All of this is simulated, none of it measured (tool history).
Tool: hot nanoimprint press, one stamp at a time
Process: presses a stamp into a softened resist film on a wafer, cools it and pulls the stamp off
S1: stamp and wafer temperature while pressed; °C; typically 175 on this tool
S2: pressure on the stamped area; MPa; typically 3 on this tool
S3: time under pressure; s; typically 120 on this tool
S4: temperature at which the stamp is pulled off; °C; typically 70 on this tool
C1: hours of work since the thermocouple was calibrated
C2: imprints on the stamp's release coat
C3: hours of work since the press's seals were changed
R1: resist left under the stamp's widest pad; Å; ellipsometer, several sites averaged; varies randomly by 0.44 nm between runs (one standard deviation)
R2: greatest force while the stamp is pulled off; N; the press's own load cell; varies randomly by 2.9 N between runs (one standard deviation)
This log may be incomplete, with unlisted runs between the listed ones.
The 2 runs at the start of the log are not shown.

run 3 day=0.942 | S1=175 S2=3 S3=120 S4=70 | C1=56 C2=460 C3=127 | R1=1227 R2=135
run 4 day=1.517 | S1=175 S2=3 S3=120 S4=70 | C1=62 C2=502 C3=133 | R1=1229 R2=140
run 5 day=2.121 | S1=175 S2=3 S3=120 S4=70 | C1=69 C2=546 C3=140 | R1=1226 R2=134
run 6 day=2.638 | S1=186 S2=3 S3=120 S4=70 | C1=75 C2=583 C3=146 | R1=691 R2=135
run 7 day=3.038 | S1=186 S2=3 S3=120 S4=70 | C1=79 C2=613 C3=150 | R1=693 R2=137
run 8 day=3.575 | S1=186 S2=3 S3=120 S4=70 | C1=85 C2=652 C3=156 | R1=690 R2=135
run 9 day=4.217 | S1=186 S2=3 S3=120 S4=70 | C1=92 C2=698 C3=163 | R1=693 R2=135
run 10 day=4.917 | S1=186 S2=3 S3=120 S4=70 | C1=100 C2=749 C3=171 | R1=687 R2=140
run 11 day=5.217 | S1=186 S2=3 S3=120 S4=70 | C1=104 C2=771 C3=174 | R1=689 R2=137
run 12 day=5.604 | S1=186 S2=3 S3=120 S4=70 | C1=108 C2=799 C3=179 | R1=688 R2=130
run 13 day=6.012 | S1=175 S2=3 S3=120 S4=66 | C1=112 C2=829 C3=183 | R1=1213 R2=141
run 14 day=6.542 | S1=175 S2=3 S3=120 S4=66 | C1=118 C2=868 C3=189 | R1=1227 R2=141
run 15 day=6.962 | S1=175 S2=3 S3=120 S4=64 | C1=123 C2=898 C3=194 | R1=1214 R2=147
run 16 day=7.254 | S1=175 S2=3 S3=120 S4=64 | C1=126 C2=920 C3=197 | R1=1222 R2=143
run 17 day=7.958 | S1=176 S2=2.35 S3=78 S4=75 | C1=134 C2=971 C3=205 | R1=1511 R2=136
run 18 day=8.467 | S1=176 S2=2.35 S3=78 S4=75 | C1=140 C2=1008 C3=211 | R1=1509 R2=131
run 19 day=8.858 | S1=167 S2=3.74 S3=81 S4=70 | C1=144 C2=1036 C3=215 | R1=1881 R2=134
run 20 day=9.312 | S1=167 S2=3.74 S3=81 S4=70 | C1=149 C2=1069 C3=220 | R1=1884 R2=141
run 21 day=9.942 | S1=186 S2=3.74 S3=200 S4=70 | C1=156 C2=1115 C3=227 | R1=489 R2=141
run 22 day=10.292 | S1=186 S2=3.74 S3=200 S4=70 | C1=160 C2=1141 C3=231 | R1=492 R2=138
run 23 day=10.9 | S1=175 S2=2.22 S3=120 S4=70 | C1=167 C2=1185 C3=238 | R1=1415 R2=137
run 24 day=11.217 | S1=175 S2=2.22 S3=120 S4=70 | C1=170 C2=1208 C3=241 | R1=1413 R2=141
run 25 day=11.779 | S1=170 S2=2.12 S3=150 S4=70 | C1=177 C2=1249 C3=248 | R1=1711 R2=131
run 26 day=12.421 | S1=170 S2=2.12 S3=150 S4=70 | C1=184 C2=1296 C3=255 | R1=1718 R2=133

Run 27, settings as shown, results not yet in. Your forecast:
run 27 day=13.071 | S1=170 S2=2.12 S3=150 S4=70 | C1=191 C2=1343 C3=262 | R1=? R2=?

For run 27 the tool returned R1 1707 Å, R2 136 N.
The same run, on a tool lacking any hidden state, would have yielded R1 1738 Å, R2 134 N.
